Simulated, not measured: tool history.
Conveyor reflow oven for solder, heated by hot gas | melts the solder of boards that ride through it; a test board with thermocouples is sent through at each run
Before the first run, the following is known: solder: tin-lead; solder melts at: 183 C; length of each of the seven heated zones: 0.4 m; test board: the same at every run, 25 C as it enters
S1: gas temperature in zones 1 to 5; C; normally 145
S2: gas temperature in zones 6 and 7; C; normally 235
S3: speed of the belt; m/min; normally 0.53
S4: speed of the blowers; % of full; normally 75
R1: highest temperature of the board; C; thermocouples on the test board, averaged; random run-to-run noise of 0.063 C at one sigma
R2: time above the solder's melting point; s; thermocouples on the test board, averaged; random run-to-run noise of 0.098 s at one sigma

run   hour   S1   S2     S3  S4      R1      R2
  1      0  145  235   0.53  75  222.11   75.61
  2   18.9  145  235   0.53  75  222.21   75.47
  3   38.6  145  235   0.53  75  222.15   75.54
  4   65.1  145  235   0.53  75  222.24   75.62
  5   83.6  145  235   0.53  75  222.12    75.6
  6   94.7  145  235   0.53  68  220.33   73.81
  7  112.6  145  235   0.53  68  220.27   73.72
  8  127.5  145  235   0.53  68  220.47   73.73
  9  141.8  145  235   0.53  68  220.33   73.77
 10  152.6  145  235   0.53  65  219.48   72.84
 11  174.2  145  246   0.53  75   232.1   81.89
 12  200.1  149  235   0.53  75   222.7   77.85
     212.9  -- flux residue cleaned out of gas plates and filters
 13  228.7  149  235   0.53  75  222.83   77.85
 14  250.3  149  235   0.53  75  222.75   77.71
 15  263.4  149  235   0.53  75  222.67   77.97
 16  280.2  145  242   0.53  75  228.47   79.89
 17  296.6  145  224   0.53  75  212.34   67.43
 18  317.9  153  224   0.53  51  207.15   63.05
 19  339.7  153  229   0.53  51  211.35   67.86
 20  357.5  153  229   0.53  51  211.27      68
 21  378.7  137  232  0.584  77  216.03   60.32
 22  391.4  143  235  0.463  66  223.22   86.74
 23  414.6  131  242   0.53  75  226.39   73.03
     422.1  -- thermocouples of zones 6 and 7 changed
 24  431.5  146  235   0.53  51  214.58   67.55
 25  446.8  146  235   0.53  51  214.67    67.5
 26  464.9  146  235   0.53  51  214.52    67.6
 27  482.2  152  231  0.558  52  211.38   63.64
 28  505.3  144  235  0.426  75  227.12   98.72
 29    524  144  235  0.426  75  227.08   98.98
 30  534.7  147  225  0.609  83  211.86    58.5
     555.6  -- flux residue cleaned out of gas plates and filters
 31  562.4  152  235  0.433  75  227.58  101.42
 32  575.4  152  225  0.433  51  213.24   87.46

3 options for the next run, each taken on its own from the tool as it stands now. Forecast them:
  A  586.7  153  225  0.433  51   ?   ?
  B  586.7  148  235  0.436  69   ?   ?
  C  586.7  144  225  0.469  51   ?   ?

run      R1     R2
  A  213.41  88.57
  B  225.94  97.36
  C  209.67  70.79
With the hidden condition removed and each run's random variation left untouched, the same runs would have given:
run      R1     R2
  A   213.4  88.53
  B  225.93  97.33
  C  209.65  70.75
